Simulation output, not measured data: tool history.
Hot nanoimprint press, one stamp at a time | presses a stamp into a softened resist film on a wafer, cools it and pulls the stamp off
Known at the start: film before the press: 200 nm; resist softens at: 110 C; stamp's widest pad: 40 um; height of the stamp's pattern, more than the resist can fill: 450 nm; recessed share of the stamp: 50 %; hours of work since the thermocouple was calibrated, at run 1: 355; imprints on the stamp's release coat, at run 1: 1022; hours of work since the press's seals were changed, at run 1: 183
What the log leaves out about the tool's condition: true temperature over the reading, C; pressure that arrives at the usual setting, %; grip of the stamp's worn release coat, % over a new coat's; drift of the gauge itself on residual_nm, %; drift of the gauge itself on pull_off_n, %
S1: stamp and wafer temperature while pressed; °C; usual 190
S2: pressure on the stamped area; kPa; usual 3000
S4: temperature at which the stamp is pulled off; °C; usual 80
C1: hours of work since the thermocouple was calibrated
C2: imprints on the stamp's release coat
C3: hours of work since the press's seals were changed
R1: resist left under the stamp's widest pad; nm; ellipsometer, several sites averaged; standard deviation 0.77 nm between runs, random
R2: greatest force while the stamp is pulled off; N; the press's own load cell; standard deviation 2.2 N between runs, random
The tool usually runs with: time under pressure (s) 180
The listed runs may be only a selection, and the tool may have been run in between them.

Run 1, hour 0: usual settings; C1 355; C2 1022; C3 183. Result: R1 92 nm, R2 134 N.
Run 2, hour 32: usual settings but S1 195 °C; C1 373; C2 1091; C3 201. Result: R1 76.8 nm, R2 143 N.
Run 3, hour 82: usual settings but S1 195 °C; C1 401; C2 1198; C3 229. Result: R1 76.7 nm, R2 145 N.
Run 4, hour 110.8: usual settings but S1 195 °C; C1 417; C2 1259; C3 245. Result: R1 77.3 nm, R2 146 N.
Run 5, hour 133.9: usual settings but S1 195 °C; C1 430; C2 1309; C3 258. Result: R1 77.5 nm, R2 150 N.
Run 6, hour 183.1: usual settings but S1 195 °C; C1 458; C2 1414; C3 286. Result: R1 76.6 nm, R2 155 N.
Run 7, hour 222.7: usual settings but S4 84 °C; C1 480; C2 1499; C3 308. Result: R1 90.4 nm, R2 156 N.
Run 8, hour 260.3: usual settings but S4 84 °C; C1 501; C2 1579; C3 330. Result: R1 90.2 nm, R2 160 N.
Run 9, hour 293.7: usual settings; C1 520; C2 1650; C3 348. Result: R1 90.7 nm, R2 166 N.
Run 10, hour 342.4: usual settings; C1 547; C2 1755; C3 376. Result: R1 89.7 nm, R2 163 N.
Run 11, hour 369.4: usual settings but S1 183 °C; C1 562; C2 1812; C3 391. Result: R1 113.1 nm, R2 168 N.
At hour 416.7: plate thermocouple calibrated.
Run 12, hour 416.7: usual settings but S1 183 °C; C1 0; C2 1907; C3 416. Result: R1 127.8 nm, R2 181 N.
Run 13, hour 459.2: usual settings but S1 183 °C; C1 24; C2 1998; C3 440. Result: R1 125.6 nm, R2 182 N.
Run 14, hour 482.5: usual settings but S1 183 °C; C1 37; C2 2048; C3 453. Result: R1 126.7 nm, R2 184 N.
Run 15, hour 511.1: usual settings but S1 183 °C; C1 53; C2 2109; C3 469. Result: R1 124.8 nm, R2 188 N.
Run 16, hour 542.9: usual settings but S1 188 °C; C1 71; C2 2177; C3 487. Result: R1 107 nm, R2 193 N.
Run 17, hour 572.5: usual settings but S1 192 °C; C1 88; C2 2240; C3 503. Result: R1 93.5 nm, R2 190 N.
Run 18, hour 614.8: usual settings but S1 192 °C; C1 111; C2 2331; C3 527. Result: R1 92.4 nm, R2 199 N.
Run 19, hour 658.4: usual settings but S1 198 °C, S2 1930 kPa, time under pressure (s) 97, S4 76 °C; C1 136; C2 2424; C3 552. Result: R1 115.4 nm, R2 208 N.
At hour 667.6: stamp cleaned and given a new release coat.
Run 20, hour 704.6: usual settings but S1 202 °C, S2 2930 kPa, S4 67 °C; C1 158; C2 79; C3 574. Result: R1 67.3 nm, R2 106 N.
Run 21, hour 728.1: usual settings but S2 1950 kPa, S4 76 °C; C1 172; C2 129; C3 587. Result: R1 120.2 nm, R2 107 N.
Run 22, hour 785.1: usual settings but S1 199 °C, S2 3350 kPa; C1 204; C2 251; C3 620. Result: R1 67.3 nm, R2 110 N.
Run 23, hour 812.1: usual settings but S1 199 °C, S2 3350 kPa; C1 219; C2 309; C3 635. Result: R1 66.8 nm, R2 107 N.
Run 24, hour 855.7: usual settings but S1 199 °C, S2 2290 kPa; C1 243; C2 402; C3 659. Result: R1 82.9 nm, R2 113 N.
Run 25, hour 888.7: usual settings but S1 199 °C, S2 2290 kPa; C1 262; C2 473; C3 678. Result: R1 83.7 nm, R2 113 N.
Run 26, hour 936: usual settings but S1 181 °C, S2 2310 kPa; C1 289; C2 574; C3 704. Result: R1 142.7 nm, R2 121 N.
Run 27, hour 978: usual settings but S1 197 °C, S2 2020 kPa, time under pressure (s) 356, S4 76 °C; C1 312; C2 664; C3 728. Result: R1 73.7 nm, R2 126 N.
Run 28, hour 1034.6: usual settings but S1 197 °C, S2 2020 kPa, time under pressure (s) 356, S4 76 °C; C1 344; C2 785; C3 760. Result: R1 74.4 nm, R2 132 N.
Run 29, hour 1063.2: usual settings but time under pressure (s) 259; C1 360; C2 846; C3 776. Result: R1 84.9 nm, R2 127 N.

How would selected steps in R1 from run to run divide? Give the signed amount a tool lacking its hidden state would still show from settings, what came in and random variation, and the signed amount left for the hidden state, including any gauge scatter that is not in both of the compared results.
Run 10 -> 11: S1 190 -> 183. R1 +23.4 nm: hidden state -2, all else +25.4.
Run 11 -> 12: plate thermocouple calibrated. R1 +14.7 nm: hidden state +12.6, all else +2.1.
Run 25 -> 26: S1 199 -> 181, S2 2290 -> 2310. R1 +59 nm: hidden state -1.4, all else +60.4.
Run 26 -> 27: S1 181 -> 197, S2 2310 -> 2020, time under pressure (s) 180 -> 356, S4 80 -> 76. R1 -69 nm: hidden state +0.7, all else -69.7.

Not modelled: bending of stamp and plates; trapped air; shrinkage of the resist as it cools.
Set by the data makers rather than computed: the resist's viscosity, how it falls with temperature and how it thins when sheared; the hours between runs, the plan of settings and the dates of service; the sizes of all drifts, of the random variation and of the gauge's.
